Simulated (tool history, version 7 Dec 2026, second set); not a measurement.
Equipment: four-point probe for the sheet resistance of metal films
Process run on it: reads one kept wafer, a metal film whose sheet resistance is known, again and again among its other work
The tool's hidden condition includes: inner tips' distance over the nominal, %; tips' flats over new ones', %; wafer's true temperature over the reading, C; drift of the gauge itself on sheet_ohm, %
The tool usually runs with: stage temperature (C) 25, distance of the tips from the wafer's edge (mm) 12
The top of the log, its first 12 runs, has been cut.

run    hour  stage temperature (C)  distance of the tips from the wafer's edge (mm)  touches since the probe head was changed  hours of work since the stage's thermometer was calibrated  sheet resistance as the instrument gives it (ohm/square)
 13   909.2                     34                                               12                                     66874                                                         661                                                 23.483018
 14   997.2                     21                                               12                                     68978                                                         721                                                 23.754580
 15  1083.1                     25                                               12                                     71030                                                         781                                                 23.664213
 16  1130.4                     25                                               12                                     72160                                                         813                                                 23.665416
 17  1217.6                     25                                               12                                     74244                                                         874                                                 23.655907
     1227.6  -- stage's thermometer calibrated
 18  1277.5                     25                                               12                                     75662                                                          34                                                 23.650449
 19  1369.5                     25                                               12                                     77861                                                          98                                                 23.637316
 20  1419.4                     25                                               43                                     79054                                                         133                                                 23.616339
 21  1477.8                     25                                                8                                     80449                                                         173                                                 23.675526
 22  1547.0                     22                                               12                                     82103                                                         221                                                 23.703495
     1621.3  -- stage's thermometer calibrated, once more
 23  1643.4                     22                                               12                                     84394                                                          15                                                 23.748838
 24  1719.6                     25                                                5                                     86215                                                          68                                                 23.776385
 25  1808.4                     35                                               18                                     88338                                                         129                                                 23.449622
 26  1886.8                     35                                               18                                     90210                                                         183                                                 23.459314
 27  1986.0                     35                                               18                                     92580                                                         252                                                 23.453173
 28  2056.7                     25                                               12                                     94269                                                         301                                                 23.670621
 29  2130.3                     20                                                4                                     96028                                                         351                                                 23.956183
 30  2183.1                     28                                               52                                     97291                                                         388                                                 23.574501
 31  2266.5                     28                                                7                                     99284                                                         446                                                 23.639504
 32  2323.2                     28                                                7                                    100637                                                         485                                                 23.642612

Run 33, settings as shown, results not yet in. Your forecast:
 33  2410.5                     28                                                7                                    102725                                                         545                                                         ?

{"run 33": {"sheet resistance as the instrument gives it (ohm/square)": 23.635876}}
With the hidden condition absent and the run-to-run variation left alone, this run would have shown sheet resistance as the instrument gives it (ohm/square) 23.662485.

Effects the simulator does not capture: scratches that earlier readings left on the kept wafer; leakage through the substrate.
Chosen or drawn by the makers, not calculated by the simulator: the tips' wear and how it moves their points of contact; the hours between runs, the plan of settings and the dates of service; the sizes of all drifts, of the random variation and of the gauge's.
